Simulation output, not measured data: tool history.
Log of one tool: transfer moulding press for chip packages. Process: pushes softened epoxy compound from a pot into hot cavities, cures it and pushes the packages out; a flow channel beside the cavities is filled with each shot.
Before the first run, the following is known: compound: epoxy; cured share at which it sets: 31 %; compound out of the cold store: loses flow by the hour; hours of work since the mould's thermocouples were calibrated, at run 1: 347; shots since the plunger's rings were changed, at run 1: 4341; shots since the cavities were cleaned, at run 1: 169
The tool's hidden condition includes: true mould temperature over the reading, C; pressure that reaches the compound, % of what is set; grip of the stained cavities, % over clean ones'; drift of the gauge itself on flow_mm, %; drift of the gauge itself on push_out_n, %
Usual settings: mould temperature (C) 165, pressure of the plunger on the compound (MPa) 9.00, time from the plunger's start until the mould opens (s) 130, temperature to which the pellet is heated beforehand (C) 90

run   hour  mould temperature (C)  pressure of the plunger on the compound (MPa)  time from the plunger's start until the mould opens (s)  temperature to which the pellet is heated beforehand (C)  hours of work since the mould's thermocouples were calibrated  shots since the plunger's rings were changed  shots since the cavities were cleaned  incoming compound's hours out of the cold store  length that the compound runs in the flow channel (mm)  greatest force on the pins that push the packages out (N)
  1    0.0                    165                                           9.00                                                      130                                                        90                                                            347                                          4341                                    169                                             18.8                                                     571                                                        561
  2   29.8                    165                                           9.00                                                      130                                                        90                                                            362                                          4560                                    388                                             38.4                                                     546                                                        641
  3   54.6                    167                                           9.00                                                      130                                                        90                                                            374                                          4742                                    570                                             20.8                                                     567                                                        657
  4   83.0                    165                                           9.00                                                      130                                                        90                                                            388                                          4950                                    778                                             43.9                                                     527                                                        737
      92.4  -- cavities cleaned with cleaning compound and waxed
  5  118.6                    165                                          10.33                                                      130                                                        90                                                            405                                          5200                                    192                                             44.2                                                     556                                                        568
  6  145.4                    165                                          10.33                                                      130                                                        90                                                            418                                          5397                                    389                                             32.9                                                     584                                                        668
     164.8  -- mould's thermocouples calibrated
  7  171.2                    165                                           8.75                                                      130                                                        90                                                              3                                          5572                                    564                                             26.5                                                     541                                                        697
  8  196.8                    165                                           6.86                                                      130                                                        90                                                             16                                          5759                                    751                                             24.7                                                     475                                                        759
     212.0  -- cavities cleaned with cleaning compound and waxed
  9  236.3                    165                                           6.86                                                      130                                                        90                                                             34                                          6037                                    177                                             41.0                                                     452                                                        552
     254.3  -- mould's thermocouples calibrated, once more
 10  269.2                    165                                           6.86                                                      130                                                        90                                                              7                                          6264                                    404                                             16.1                                                     489                                                        647
 11  295.0                    165                                           6.86                                                      130                                                        90                                                             20                                          6454                                    594                                             17.4                                                     488                                                        718
 12  315.7                    165                                           9.00                                                      130                                                        92                                                             30                                          6606                                    746                                             13.6                                                     561                                                        777
     330.8  -- cavities cleaned with cleaning compound and waxed
     351.4  -- plunger's sealing rings changed
 13  360.9                    165                                           9.00                                                      130                                                        90                                                             50                                            70                                    203                                             24.6                                                     626                                                        580
 14  391.2                    165                                           9.00                                                      130                                                        90                                                             65                                           292                                    425                                             38.0                                                     597                                                        653
 15  430.2                    165                                          10.36                                                      130                                                        90                                                             85                                           578                                    711                                             12.0                                                     688                                                        727
     450.0  -- cavities cleaned with cleaning compound and waxed
 16  450.0                    165                                           8.01                                                      130                                                        93                                                             94                                           712                                      0                                             30.3                                                     561                                                        474
 17  473.0                    165                                           8.01                                                      130                                                        93                                                            105                                           880                                    168                                             28.9                                                     565                                                        551
 18  508.7                    165                                           9.00                                                      137                                                        90                                                            122                                          1143                                    431                                             15.6                                                     632                                                        644
 19  546.4                    165                                           9.00                                                      137                                                        90                                                            141                                          1419                                    707                                             46.9                                                     554                                                        701
     567.3  -- cavities cleaned with cleaning compound and waxed
 20  569.2                    158                                           9.00                                                      137                                                        90                                                            151                                          1576                                     15                                             11.8                                                     645                                                        621
 21  590.0                    158                                           9.00                                                      137                                                        90                                                            162                                          1728                                    167                                             25.8                                                     626                                                        720
 22  608.9                    158                                           7.11                                                      137                                                        86                                                            171                                          1866                                    305                                             30.7                                                     554                                                        770
 23  648.4                    160                                           9.00                                                      130                                                        90                                                            190                                          2156                                    595                                             41.1                                                     576                                                        851
 24  678.5                    166                                           9.00                                                      150                                                        89                                                            205                                          2377                                    816                                             43.2                                                     563                                                        717
     683.5  -- cavities cleaned with cleaning compound and waxed
 25  708.9                    165                                           9.00                                                      125                                                        93                                                            219                                          2589                                    187                                             31.3                                                     582                                                        580
 26  730.6                    173                                           9.00                                                      147                                                        90                                                            230                                          2748                                    346                                             19.1                                                     585                                                        587
 27  760.7                    173                                           9.00                                                      147                                                        90                                                            245                                          2969                                    567                                             18.7                                                     576                                                        644

The logged runs with the hidden state left out (each run's random variation unchanged):
run  length that the compound runs in the flow channel (mm)  greatest force on the pins that push the packages out (N)
  1                                                     626                                                        476
  2                                                     601                                                        462
  3                                                     627                                                        435
  4                                                     585                                                        453
  5                                                     621                                                        463
  6                                                     656                                                        478
  7                                                     611                                                        465
  8                                                     539                                                        477
  9                                                     517                                                        461
 10                                                     559                                                        453
 11                                                     560                                                        463
 12                                                     647                                                        476
 13                                                     627                                                        469
 14                                                     602                                                        458
 15                                                     697                                                        452
 16                                                     570                                                        473
 17                                                     576                                                        464
 18                                                     648                                                        447
 19                                                     571                                                        433
 20                                                     667                                                        608
 21                                                     649                                                        604
 22                                                     577                                                        583
 23                                                     602                                                        553
 24                                                     591                                                        428
 25                                                     614                                                        473
 26                                                     619                                                        426
 27                                                     613                                                        417

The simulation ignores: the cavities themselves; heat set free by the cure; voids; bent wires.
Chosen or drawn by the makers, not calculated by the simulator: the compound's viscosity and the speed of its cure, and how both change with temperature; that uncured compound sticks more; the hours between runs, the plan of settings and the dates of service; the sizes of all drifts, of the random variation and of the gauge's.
